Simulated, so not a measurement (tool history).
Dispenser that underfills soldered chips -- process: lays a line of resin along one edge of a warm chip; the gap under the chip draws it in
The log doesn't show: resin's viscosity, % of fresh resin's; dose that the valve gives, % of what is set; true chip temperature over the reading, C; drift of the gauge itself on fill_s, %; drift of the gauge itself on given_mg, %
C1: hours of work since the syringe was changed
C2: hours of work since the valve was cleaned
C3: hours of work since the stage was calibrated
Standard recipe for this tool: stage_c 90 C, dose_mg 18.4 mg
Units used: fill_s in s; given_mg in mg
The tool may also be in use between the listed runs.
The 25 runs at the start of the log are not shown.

run 26 day=5.221 | stage_c=91 dose_mg=18.4 | C1=6 C2=4 C3=233 | fill_s=416.1 given_mg=18.29
-- day=5.417 new syringe of resin
run 27 day=5.438 | stage_c=94 dose_mg=16 | C1=0 C2=7 C3=236 | fill_s=298.4 given_mg=15.91
run 28 day=5.667 | stage_c=79 dose_mg=16 | C1=4 C2=11 C3=240 | fill_s=625 given_mg=15.91
run 29 day=5.862 | stage_c=99 dose_mg=22.8 | C1=7 C2=14 C3=242 | fill_s=309.9 given_mg=22.61
-- day=5.988 new syringe of resin
run 30 day=6.1 | stage_c=99 dose_mg=22.8 | C1=2 C2=17 C3=246 | fill_s=240.7 given_mg=22.55
run 31 day=6.246 | stage_c=99 dose_mg=22.8 | C1=4 C2=19 C3=248 | fill_s=265.1 given_mg=22.59
run 32 day=6.438 | stage_c=99 dose_mg=22.8 | C1=7 C2=22 C3=251 | fill_s=295.9 given_mg=22.58
-- day=6.554 new syringe of resin
run 33 day=6.596 | stage_c=99 dose_mg=22.8 | C1=1 C2=24 C3=253 | fill_s=232.7 given_mg=22.47
run 34 day=6.783 | stage_c=79 dose_mg=18.4 | C1=4 C2=27 C3=256 | fill_s=590.6 given_mg=18.13
run 35 day=6.983 | stage_c=95 dose_mg=18.4 | C1=7 C2=30 C3=259 | fill_s=356.5 given_mg=18.07
-- day=7.125 new syringe of resin
run 36 day=7.125 | stage_c=95 dose_mg=18.4 | C1=0 C2=32 C3=261 | fill_s=280.1 given_mg=18.09

Alternative continuations, all from the tool just after run 36; predict every row:
run A day=7.338 | stage_c=100 dose_mg=23 | C1=3 C2=36 C3=265 | fill_s=? given_mg=?
run B day=7.338 | stage_c=85 dose_mg=22.5 | C1=3 C2=36 C3=265 | fill_s=? given_mg=?
run C day=7.338 | stage_c=93 dose_mg=19.1 | C1=3 C2=36 C3=265 | fill_s=? given_mg=?

run=A fill_s=257.3 given_mg=22.57
run=B fill_s=452.3 given_mg=22.08
run=C fill_s=343.3 given_mg=18.74
With no hidden state in the tool, these same runs would have given:
run=A fill_s=210.7 given_mg=23
run=B fill_s=368.4 given_mg=22.5
run=C fill_s=279.8 given_mg=19.1
